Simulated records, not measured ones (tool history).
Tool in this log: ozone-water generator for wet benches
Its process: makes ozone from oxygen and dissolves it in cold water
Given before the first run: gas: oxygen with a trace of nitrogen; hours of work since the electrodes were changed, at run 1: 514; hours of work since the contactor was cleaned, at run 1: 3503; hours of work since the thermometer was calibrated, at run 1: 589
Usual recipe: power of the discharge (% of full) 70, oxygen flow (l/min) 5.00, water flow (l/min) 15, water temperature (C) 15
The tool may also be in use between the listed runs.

| run | hour | power of the discharge (% of full) | oxygen flow (l/min) | water flow (l/min) | water temperature (C) | hours of work since the electrodes were changed | hours of work since the contactor was cleaned | hours of work since the thermometer was calibrated | dissolved ozone (ppm) | ozone in the gas ahead of the water (g/m3) |
|---|---|---|---|---|---|---|---|---|---|---|
| 1 | 0.0 | 70 | 5.00 | 15 | 15 | 514 | 3503 | 589 | 37.3 | 268.0 |
| 2 | 64.0 | 70 | 5.00 | 15 | 15 | 562 | 3552 | 638 | 36.7 | 265.4 |
| 3 | 121.5 | 70 | 5.00 | 15 | 15 | 606 | 3595 | 681 | 37.3 | 267.9 |
| 4 | 186.7 | 70 | 5.00 | 15 | 15 | 655 | 3645 | 731 | 37.2 | 270.0 |
| 5 | 233.6 | 65 | 5.00 | 15 | 15 | 691 | 3680 | 766 | 35.4 | 255.2 |
| 6 | 292.0 | 61 | 5.00 | 15 | 15 | 735 | 3724 | 810 | 33.9 | 246.2 |
| 7 | 359.7 | 61 | 5.00 | 15 | 13 | 786 | 3776 | 862 | 34.9 | 248.7 |
| 8 | 417.6 | 61 | 5.00 | 15 | 13 | 830 | 3820 | 905 | 35.0 | 245.8 |
| 9 | 473.3 | 61 | 5.00 | 15 | 13 | 872 | 3862 | 948 | 34.8 | 248.4 |
| 10 | 546.7 | 47 | 5.00 | 15 | 13 | 928 | 3917 | 1003 | 29.9 | 211.2 |
| 11 | 616.8 | 70 | 5.00 | 15 | 20 | 981 | 3970 | 1056 | 34.5 | 268.7 |
| 12 | 658.9 | 43 | 5.00 | 15 | 15 | 1013 | 4002 | 1088 | 27.5 | 200.7 |
| 13 | 753.6 | 54 | 5.00 | 15 | 15 | 1084 | 4074 | 1160 | 32.0 | 232.8 |
| 14 | 807.6 | 54 | 3.60 | 15 | 15 | 1125 | 4115 | 1201 | 33.2 | 288.8 |
| 15 | 877.8 | 54 | 3.60 | 15 | 15 | 1178 | 4168 | 1254 | 32.9 | 287.8 |
| 16 | 932.1 | 56 | 3.60 | 15 | 15 | 1219 | 4209 | 1295 | 33.6 | 295.7 |
| 17 | 989.5 | 55 | 5.00 | 15 | 21 | 1263 | 4253 | 1338 | 29.0 | 234.4 |
| 18 | 1055.4 | 78 | 7.59 | 15 | 19 | 1313 | 4302 | 1388 | 33.4 | 220.0 |
| 19 | 1104.9 | 89 | 8.15 | 11 | 11 | 1350 | 4340 | 1426 | 50.3 | 228.0 |
| 20 | 1157.6 | 70 | 5.00 | 15 | 19 | 1390 | 4380 | 1466 | 35.2 | 271.9 |
| 21 | 1229.9 | 69 | 4.96 | 15 | 7 | 1445 | 4435 | 1520 | 41.1 | 271.5 |

Run 22, settings as shown, results not yet in. Your forecast:
| 22 | 1311.3 | 50 | 6.48 | 13 | 15 | 1506 | 4496 | 1582 | ? | ? |

dissolved ozone (ppm): 31.7
ozone in the gas ahead of the water (g/m3): 187.9
On a tool with no hidden condition, and with the same random variation, this run would have come out at dissolved ozone (ppm) 31.8, ozone in the gas ahead of the water (g/m3) 183.5.
